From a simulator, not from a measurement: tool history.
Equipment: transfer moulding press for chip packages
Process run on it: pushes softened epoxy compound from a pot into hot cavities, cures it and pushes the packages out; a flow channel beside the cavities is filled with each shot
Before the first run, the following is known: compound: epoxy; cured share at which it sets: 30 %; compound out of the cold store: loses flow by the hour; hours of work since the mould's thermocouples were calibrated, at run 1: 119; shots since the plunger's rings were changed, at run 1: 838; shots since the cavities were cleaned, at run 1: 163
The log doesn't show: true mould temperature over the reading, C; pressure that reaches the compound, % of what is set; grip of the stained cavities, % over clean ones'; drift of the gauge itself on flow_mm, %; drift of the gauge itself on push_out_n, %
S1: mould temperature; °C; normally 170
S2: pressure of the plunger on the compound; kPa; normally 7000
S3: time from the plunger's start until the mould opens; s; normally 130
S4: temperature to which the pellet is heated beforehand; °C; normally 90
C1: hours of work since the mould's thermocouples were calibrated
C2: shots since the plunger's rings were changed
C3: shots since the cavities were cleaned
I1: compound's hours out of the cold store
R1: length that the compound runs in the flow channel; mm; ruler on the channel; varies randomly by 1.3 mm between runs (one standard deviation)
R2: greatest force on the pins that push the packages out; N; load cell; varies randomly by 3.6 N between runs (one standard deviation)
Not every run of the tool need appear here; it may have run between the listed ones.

run 1 hour=0 | S1=170 S2=7000 S3=130 S4=90 | C1=119 C2=838 C3=163 | I1=37.3 | R1=613 R2=230
run 2 hour=9 | S1=170 S2=7000 S3=130 S4=90 | C1=125 C2=917 C3=242 | I1=42.9 | R1=602 R2=232
run 3 hour=17.7 | S1=170 S2=7000 S3=130 S4=90 | C1=130 C2=993 C3=318 | I1=28.8 | R1=628 R2=257
run 4 hour=24.5 | S1=170 S2=7000 S3=130 S4=90 | C1=135 C2=1053 C3=378 | I1=11.2 | R1=662 R2=265
run 5 hour=30.2 | S1=170 S2=7000 S3=130 S4=90 | C1=138 C2=1103 C3=428 | I1=38 | R1=612 R2=264
-- hour=33.2 cavities cleaned with cleaning compound and waxed
run 6 hour=37 | S1=170 S2=7000 S3=130 S4=90 | C1=141 C2=1149 C3=33 | I1=13 | R1=659 R2=196
run 7 hour=46.5 | S1=170 S2=7000 S3=130 S4=90 | C1=147 C2=1232 C3=116 | I1=10.1 | R1=665 R2=216
run 8 hour=51.3 | S1=170 S2=7000 S3=130 S4=90 | C1=150 C2=1274 C3=158 | I1=15.6 | R1=652 R2=220
run 9 hour=58.6 | S1=178 S2=6180 S3=130 S4=90 | C1=155 C2=1338 C3=222 | I1=34 | R1=566 R2=222
-- hour=61 mould's thermocouples calibrated
run 10 hour=67.1 | S1=163 S2=5560 S3=113 S4=84 | C1=4 C2=1396 C3=280 | I1=19.5 | R1=588 R2=395
run 11 hour=73.9 | S1=163 S2=5560 S3=113 S4=84 | C1=8 C2=1455 C3=339 | I1=18.4 | R1=591 R2=405
run 12 hour=80 | S1=163 S2=5560 S3=113 S4=84 | C1=12 C2=1508 C3=392 | I1=32.8 | R1=563 R2=405
run 13 hour=84.9 | S1=163 S2=5560 S3=113 S4=84 | C1=15 C2=1551 C3=435 | I1=38.8 | R1=554 R2=416
-- hour=87.2 cavities cleaned with cleaning compound and waxed
run 14 hour=92.5 | S1=170 S2=5830 S3=131 S4=84 | C1=18 C2=1605 C3=47 | I1=19.5 | R1=586 R2=192

Predict the results of run 15:
run 15 hour=97.1 | S1=170 S2=5830 S3=131 S4=84 | C1=21 C2=1646 C3=88 | I1=10.2 | R1=? R2=?

For run 15 the tool returned R1 602 mm, R2 201 N.
Take away the tool's hidden state, keep the run-to-run variation as it was, and the same run would have given R1 610 mm, R2 183 N.

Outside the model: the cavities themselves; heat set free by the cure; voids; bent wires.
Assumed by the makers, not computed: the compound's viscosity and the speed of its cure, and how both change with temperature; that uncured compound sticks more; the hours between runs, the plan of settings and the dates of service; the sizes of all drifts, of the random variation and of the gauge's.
